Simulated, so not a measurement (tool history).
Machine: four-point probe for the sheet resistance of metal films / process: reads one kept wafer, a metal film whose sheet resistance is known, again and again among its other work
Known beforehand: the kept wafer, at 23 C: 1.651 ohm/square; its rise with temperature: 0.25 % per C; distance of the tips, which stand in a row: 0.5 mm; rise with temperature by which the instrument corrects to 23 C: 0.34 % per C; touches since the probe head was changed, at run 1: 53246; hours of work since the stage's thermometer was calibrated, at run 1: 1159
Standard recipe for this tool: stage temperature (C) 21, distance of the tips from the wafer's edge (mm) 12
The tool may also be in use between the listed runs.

| run | hour | stage temperature (C) | distance of the tips from the wafer's edge (mm) | touches since the probe head was changed | hours of work since the stage's thermometer was calibrated | sheet resistance as the instrument gives it (ohm/square) |
|---|---|---|---|---|---|---|
| 1 | 0 | 21 | 12 | 53246 | 1159 | 1.638289 |
| 2 | 45.4 | 21 | 12 | 55688 | 1192 | 1.63711 |
| 3 | 65.4 | 21 | 25 | 56762 | 1207 | 1.636184 |
| 4 | 88.2 | 21 | 12 | 57986 | 1224 | 1.637726 |
| 5 | 117.7 | 21 | 12 | 59571 | 1246 | 1.637156 |
| 6 | 136.8 | 21 | 30 | 60597 | 1260 | 1.635195 |
| 7 | 167.1 | 21 | 12 | 62226 | 1283 | 1.636395 |
| 8 | 211.9 | 21 | 12 | 64634 | 1316 | 1.635917 |
| 9 | 248.3 | 21 | 12 | 66592 | 1343 | 1.635665 |
| 10 | 294.3 | 21 | 15 | 69064 | 1378 | 1.634058 |
| 11 | 336.4 | 21 | 12 | 71329 | 1409 | 1.633882 |
| 12 | 371.2 | 21 | 12 | 73198 | 1435 | 1.63372 |
| 13 | 401.4 | 21 | 12 | 74823 | 1457 | 1.633309 |
| 14 | 431.2 | 21 | 12 | 76426 | 1479 | 1.632798 |
| 15 | 455.1 | 21 | 12 | 77707 | 1497 | 1.633216 |
| 16 | 497.4 | 21 | 12 | 79979 | 1529 | 1.632273 |
| 17 | 534.9 | 21 | 12 | 81999 | 1557 | 1.631544 |
| 18 | 571 | 21 | 12 | 83936 | 1583 | 1.63077 |
| 19 | 591.4 | 33 | 12 | 85036 | 1599 | 1.613244 |
| 20 | 628 | 33 | 12 | 87002 | 1626 | 1.612415 |
| 21 | 652.2 | 33 | 12 | 88301 | 1644 | 1.611975 |
| 22 | 683.3 | 33 | 12 | 89976 | 1667 | 1.612414 |
| 23 | 725.8 | 33 | 46 | 92257 | 1698 | 1.610684 |
| 24 | 745.3 | 22 | 3 | 93307 | 1713 | 1.649919 |
| 25 | 789.1 | 19 | 5 | 95661 | 1746 | 1.638784 |
| 26 | 808.2 | 33 | 22 | 96685 | 1760 | 1.609316 |
| 27 | 829.8 | 19 | 19 | 97847 | 1776 | 1.629578 |
| 28 | 868.5 | 19 | 19 | 99926 | 1805 | 1.629175 |
| 29 | 898.5 | 19 | 19 | 101539 | 1827 | 1.629215 |
| 30 | 933.9 | 31 | 7 | 103442 | 1853 | 1.614304 |
| 31 | 955.7 | 34 | 12 | 104614 | 1869 | 1.607715 |
|  | 960 | new probe head fitted |
| 32 | 977.9 | 30 | 12 | 966 | 1885 | 1.646926 |
| 33 | 1016.6 | 20 | 10 | 3040 | 1914 | 1.662377 |
| 34 | 1036.3 | 28 | 10 | 4104 | 1929 | 1.649705 |
| 35 | 1070.6 | 31 | 24 | 5945 | 1954 | 1.642797 |
| 36 | 1097 | 21 | 17 | 7362 | 1974 | 1.657752 |
| 37 | 1118.8 | 32 | 15 | 8538 | 1990 | 1.641611 |

How the hidden state differs across the entries between the runs, from the last listed run before each to the first after it:
Logged between run 31 and run 32: new probe head fitted (hour 960)
  inner tips' distance over the nominal, %: -1.591 -> 0.334; tips' flats over new ones', %: 51 -> 0
  what was measured, less what the result would be without the hidden state, sheet resistance as the instrument gives it (ohm/square): -0.029268 -> +0.004736
